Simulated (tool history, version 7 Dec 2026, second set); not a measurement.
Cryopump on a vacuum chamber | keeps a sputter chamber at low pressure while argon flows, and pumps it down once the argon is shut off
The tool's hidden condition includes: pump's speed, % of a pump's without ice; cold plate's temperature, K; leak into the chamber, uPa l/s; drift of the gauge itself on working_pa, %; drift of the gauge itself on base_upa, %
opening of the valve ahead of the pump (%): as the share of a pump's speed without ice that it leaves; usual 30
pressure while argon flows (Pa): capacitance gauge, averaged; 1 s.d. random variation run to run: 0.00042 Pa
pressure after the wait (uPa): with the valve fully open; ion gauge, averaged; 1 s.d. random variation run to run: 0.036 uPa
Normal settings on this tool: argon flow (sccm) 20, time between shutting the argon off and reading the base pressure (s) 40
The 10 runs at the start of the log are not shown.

run,hour,argon flow (sccm),time between shutting the argon off and reading the base pressure (s),opening of the valve ahead of the pump (%),hours of work since the pump was warmed up and emptied,hours of work since the cold head was overhauled,hours of work since the chamber's fittings were tightened,pressure while argon flows (Pa),pressure after the wait (uPa)
11,211.3,22,40,30,414,414,157,0.0771,2.13
12,231.6,22,40,30,422,422,165,0.0774,2.12
13,250,14,40,30,430,430,173,0.0493,2.17
14,268.7,14,96,30,437,437,180,0.0493,1.13
15,299.3,14,96,30,450,450,193,0.0494,1.12
# hour 329: pump warmed up, emptied and cooled again
16,334.4,14,96,30,2,462,205,0.0466,1.03
17,353.7,20,40,30,10,469,213,0.0675,2.11
18,373,23,38,20,18,477,220,0.116,2.19
19,395.6,20,49,30,27,486,229,0.0667,1.82
20,411,24,109,19,33,493,236,0.1266,0.96
21,433.9,24,154,16,42,502,245,0.1509,0.76
22,449.9,25,178,34,49,508,251,0.074,0.64
23,464.1,25,178,34,54,514,257,0.0745,0.7
24,482,25,178,34,62,521,264,0.074,0.71
25,504.5,9,25,34,71,530,273,0.0271,3.22
26,532.1,10,91,35,82,541,284,0.0292,1.19
27,544.5,10,91,35,87,546,289,0.029,1.12
28,566.6,37,91,16,96,555,298,0.2331,1.11
29,586.6,8,34,52,104,563,306,0.0158,2.42
30,601.4,8,34,52,110,569,312,0.016,2.49
31,618.9,8,34,52,117,576,319,0.0155,2.49
32,649.4,20,27,24,129,588,332,0.084,3.07
33,668.9,20,61,30,137,596,339,0.0679,1.52
34,688,20,61,30,145,604,347,0.0675,1.53

Alternative continuations, all from the tool just after run 34; predict every row:
A,716.5,19,57,24,156,615,359,?,?
B,716.5,13,61,30,156,615,359,?,?
C,716.5,9,80,54,156,615,359,?,?

run,pressure while argon flows (Pa),pressure after the wait (uPa)
A,0.0801,1.6
B,0.0434,1.56
C,0.0167,1.26
What these runs would have given with no unlogged condition in the tool:
run,pressure while argon flows (Pa),pressure after the wait (uPa)
A,0.0789,1.44
B,0.0426,1.4
C,0.0161,1.1

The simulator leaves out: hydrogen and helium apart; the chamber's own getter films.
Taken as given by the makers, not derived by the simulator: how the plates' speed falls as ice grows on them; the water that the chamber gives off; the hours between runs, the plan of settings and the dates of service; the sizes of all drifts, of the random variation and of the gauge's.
